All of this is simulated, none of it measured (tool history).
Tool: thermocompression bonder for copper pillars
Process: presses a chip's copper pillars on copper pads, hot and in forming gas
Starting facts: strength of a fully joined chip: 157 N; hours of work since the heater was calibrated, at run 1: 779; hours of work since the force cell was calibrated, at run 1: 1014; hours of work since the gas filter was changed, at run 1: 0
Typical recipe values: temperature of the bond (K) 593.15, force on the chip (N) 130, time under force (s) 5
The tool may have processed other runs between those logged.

run	hour	temperature of the bond (K)	force on the chip (N)	time under force (s)	hours of work since the heater was calibrated	hours of work since the force cell was calibrated	hours of work since the gas filter was changed	force that shears a chip off (N)
1	0	593.15	130	5	779	1014	0	113.3
2	33.8	593.15	130	5	806	1041	27	112.6
3	56.7	593.15	163	5	824	1059	44	128
4	76.7	593.15	130	5	839	1074	60	112.6
5	94.6	593.15	91	5	853	1088	74	84.8
6	126.4	593.15	91	5	878	1113	99	84.3
7	153.1	593.15	130	5	899	1134	120	110.7
# hour 167: forming gas filter changed
8	180.8	593.15	130	5	920	1156	11	112.6
9	202.5	609.15	130	5	937	1173	28	124.4
# hour 214.7: heater calibrated with a thermocouple chip
10	236.8	609.15	130	5	17	1198	53	120.1
# hour 240.4: force cell calibrated
11	263.6	593.15	130	5	37	18	73	106.3
12	282.3	593.15	130	5	52	33	88	105.9
13	319.8	593.15	130	5	81	62	117	104.7
# hour 336.9: forming gas filter changed
14	342.6	593.15	130	5	99	80	4	107.9
15	364.9	574.15	131	6	116	97	22	97.2
16	384.6	600.15	131	10	132	113	37	131
17	411.3	600.15	131	10	153	134	58	129.7
# hour 443.9: force cell calibrated, once more
18	448.8	600.15	131	10	181	4	87	133.5
19	474.8	565.15	131	10	201	24	107	107.3
# hour 505.5: forming gas filter changed
20	509.4	565.15	131	10	228	51	3	109.6
21	529.2	565.15	131	10	244	67	19	108.6
22	546.6	565.15	131	10	257	80	32	108.7
23	566.3	584.15	191	6	273	96	48	134.6
24	604.1	576.15	89	5	302	125	77	69.5
25	635.5	623.15	117	5	327	150	102	125.2
26	652.6	623.15	117	5	340	163	115	125
# hour 671.3: forming gas filter changed
27	685.4	623.15	117	5	366	189	11	127.1

Hidden state at the last listed run before each entry between runs and at the first one after, where it differs:
Between runs 7 and 8: forming gas filter changed (hour 167)
  true temperature of the bond over the reading, C: 5.3 -> 5.4; force that reaches the chip, % of what is set: 95.3 -> 95.2; oxide that the forming gas leaves, % of the face: 2.78 -> 0.81
  measured less the result without the state, force that shears a chip off (N): -2 -> +0.3
Between runs 9 and 10: heater calibrated with a thermocouple chip (hour 214.7)
  true temperature of the bond over the reading, C: 5.5 -> -0.3; force that reaches the chip, % of what is set: 95.1 -> 95; oxide that the forming gas leaves, % of the face: 1.09 -> 1.52
  measured less the result without the state, force that shears a chip off (N): -0.3 -> -5
Between runs 10 and 11: force cell calibrated (hour 240.4)
  true temperature of the bond over the reading, C: -0.3 -> -0.2; force that reaches the chip, % of what is set: 95 -> 93.8; oxide that the forming gas leaves, % of the face: 1.52 -> 1.9
  measured less the result without the state, force that shears a chip off (N): -5 -> -6.6
Between runs 13 and 14: forming gas filter changed (hour 336.9)
  true temperature of the bond over the reading, C: 0 -> 0.1; force that reaches the chip, % of what is set: 93.6 -> 93.5; oxide that the forming gas leaves, % of the face: 2.75 -> 0.61
  measured less the result without the state, force that shears a chip off (N): -7.4 -> -5.1
Between runs 17 and 18: force cell calibrated, once more (hour 443.9)
  true temperature of the bond over the reading, C: 0.4 -> 0.6; force that reaches the chip, % of what is set: 93.3 -> 99.8; oxide that the forming gas leaves, % of the face: 1.6 -> 2.14
  measured less the result without the state, force that shears a chip off (N): -5.3 -> -2.1
Between runs 19 and 20: forming gas filter changed (hour 505.5)
  true temperature of the bond over the reading, C: 0.7 -> 0.8; force that reaches the chip, % of what is set: 99.7 -> 99.6; oxide that the forming gas leaves, % of the face: 2.53 -> 0.63
  measured less the result without the state, force that shears a chip off (N): -1.8 -> +0.3
Between runs 26 and 27: forming gas filter changed (hour 671.3)
  true temperature of the bond over the reading, C: 1.5 -> 1.6; force that reaches the chip, % of what is set: 99.1 -> 99; oxide that the forming gas leaves, % of the face: 2.66 -> 0.79
  measured less the result without the state, force that shears a chip off (N): -2.4 -> +0
